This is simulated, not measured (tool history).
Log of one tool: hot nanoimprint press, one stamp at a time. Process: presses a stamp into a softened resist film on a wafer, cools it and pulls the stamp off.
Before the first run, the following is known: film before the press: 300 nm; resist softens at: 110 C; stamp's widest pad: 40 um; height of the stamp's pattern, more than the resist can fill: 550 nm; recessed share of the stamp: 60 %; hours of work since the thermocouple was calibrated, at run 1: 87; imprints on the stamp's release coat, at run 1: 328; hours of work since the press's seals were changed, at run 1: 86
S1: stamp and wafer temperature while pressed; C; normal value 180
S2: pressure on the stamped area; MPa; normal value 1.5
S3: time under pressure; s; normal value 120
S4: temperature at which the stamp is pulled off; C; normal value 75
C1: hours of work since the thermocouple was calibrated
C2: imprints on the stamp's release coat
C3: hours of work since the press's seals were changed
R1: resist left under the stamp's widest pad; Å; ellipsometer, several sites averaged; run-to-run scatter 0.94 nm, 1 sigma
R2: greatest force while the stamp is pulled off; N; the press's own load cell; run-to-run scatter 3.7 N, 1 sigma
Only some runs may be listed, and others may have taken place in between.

Run 1, day 0: usual settings; C1 87; C2 328; C3 86. Result: R1 1346 Å, R2 199 N.
Run 2, day 0.454: usual settings but S4 63 C; C1 94; C2 362; C3 93. Result: R1 1349 Å, R2 225 N.
Run 3, day 0.892: usual settings; C1 100; C2 394; C3 99. Result: R1 1348 Å, R2 206 N.
Run 4, day 1.304: usual settings but S2 0.92 MPa; C1 106; C2 424; C3 105. Result: R1 1628 Å, R2 199 N.
Run 5, day 1.725: usual settings but S2 0.92 MPa; C1 113; C2 454; C3 111. Result: R1 1630 Å, R2 205 N.
Run 6, day 2.354: usual settings but S2 0.92 MPa; C1 122; C2 500; C3 120. Result: R1 1635 Å, R2 211 N.
Run 7, day 2.692: usual settings but S2 0.92 MPa; C1 127; C2 525; C3 125. Result: R1 1651 Å, R2 216 N.
Run 8, day 2.996: usual settings but S3 110 s; C1 131; C2 547; C3 130. Result: R1 1397 Å, R2 213 N.
Run 9, day 3.379: usual settings but S1 186 C, S3 110 s; C1 137; C2 575; C3 135. Result: R1 1021 Å, R2 210 N.
Run 10, day 4.017: usual settings but S1 186 C, S3 110 s; C1 146; C2 622; C3 145. Result: R1 1021 Å, R2 221 N.
Run 11, day 4.725: usual settings; C1 156; C2 673; C3 155. Result: R1 1357 Å, R2 220 N.
At day 4.892: plate thermocouple calibrated.
Run 12, day 5.567: usual settings; C1 10; C2 726; C3 165. Result: R1 1399 Å, R2 222 N.
Run 13, day 6.296: usual settings; C1 20; C2 779; C3 176. Result: R1 1387 Å, R2 230 N.
At day 7.133: plate thermocouple calibrated, once more.
Run 14, day 7.138: usual settings; C1 0; C2 831; C3 187. Result: R1 1325 Å, R2 239 N.
Run 15, day 7.683: usual settings; C1 8; C2 871; C3 194. Result: R1 1318 Å, R2 237 N.
Run 16, day 8.304: usual settings but S3 65 s; C1 17; C2 916; C3 204. Result: R1 1679 Å, R2 248 N.
Run 17, day 8.792: usual settings but S3 65 s; C1 24; C2 952; C3 211. Result: R1 1688 Å, R2 240 N.
Run 18, day 9.104: usual settings but S2 0.99 MPa, S3 109 s; C1 29; C2 975; C3 215. Result: R1 1620 Å, R2 240 N.
Run 19, day 9.492: usual settings but S2 1.67 MPa, S3 174 s, S4 62 C; C1 34; C2 1003; C3 221. Result: R1 1090 Å, R2 273 N.
Run 20, day 10.229: usual settings but S2 2.23 MPa, S3 201 s, S4 67 C; C1 45; C2 1057; C3 232. Result: R1 903 Å, R2 266 N.
Run 21, day 10.846: usual settings but S2 2.23 MPa, S3 201 s, S4 67 C; C1 54; C2 1102; C3 241. Result: R1 908 Å, R2 259 N.
Run 22, day 11.25: usual settings but S2 1.83 MPa; C1 60; C2 1131; C3 246. Result: R1 1246 Å, R2 249 N.
Run 23, day 11.883: usual settings but S1 183 C, S3 91 s; C1 69; C2 1178; C3 256. Result: R1 1276 Å, R2 255 N.
Run 24, day 12.562: usual settings but S1 172 C, S2 0.94 MPa, S3 196 s, S4 73 C; C1 79; C2 1227; C3 266. Result: R1 1994 Å, R2 263 N.
Run 25, day 13.025: usual settings but S1 172 C, S2 1 MPa, S3 93 s, S4 81 C; C1 86; C2 1261; C3 272. Result: R1 2335 Å, R2 248 N.
Run 26, day 13.704: usual settings but S1 172 C, S2 1.91 MPa, S3 93 s, S4 77 C; C1 96; C2 1310; C3 282. Result: R1 1988 Å, R2 266 N.
Run 27, day 14.254: usual settings but S1 172 C, S2 1.91 MPa, S3 93 s, S4 77 C; C1 104; C2 1350; C3 290. Result: R1 2008 Å, R2 259 N.
Run 28, day 14.85: usual settings but S3 131 s, S4 83 C; C1 112; C2 1394; C3 299. Result: R1 1289 Å, R2 259 N.
Run 29, day 15.546: usual settings but S3 131 s, S4 83 C; C1 123; C2 1445; C3 309. Result: R1 1310 Å, R2 263 N.
Run 30, day 16.3: usual settings but S3 131 s, S4 83 C; C1 134; C2 1500; C3 320. Result: R1 1298 Å, R2 265 N.
At day 16.679: stamp cleaned and given a new release coat.
Run 31, day 17.2: usual settings but S3 131 s, S4 83 C; C1 143; C2 38; C3 329. Result: R1 1313 Å, R2 172 N.

What if the next run were any one of these 3? Each begins from the tool's condition after run 31:
Run A, day 17.788: usual settings but S1 183 C, S2 2.15 MPa, S3 104 s, S4 83 C; C1 152; C2 81; C3 338. Result: R1 ?, R2 ?.
Run B, day 17.788: usual settings but S1 177 C, S3 114 s, S4 76 C; C1 152; C2 81; C3 338. Result: R1 ?, R2 ?.
Run C, day 17.788: usual settings but S1 191 C, S3 64 s, S4 83 C; C1 152; C2 81; C3 338. Result: R1 ?, R2 ?.

run    R1   R2
  A  1049  175
  B  1639  188
  C   997  173
The same runs, with their run-to-run variation unchanged, on a tool lacking any hidden condition would have given:
run    R1   R2
  A  1013  169
  B  1590  182
  C   967  167
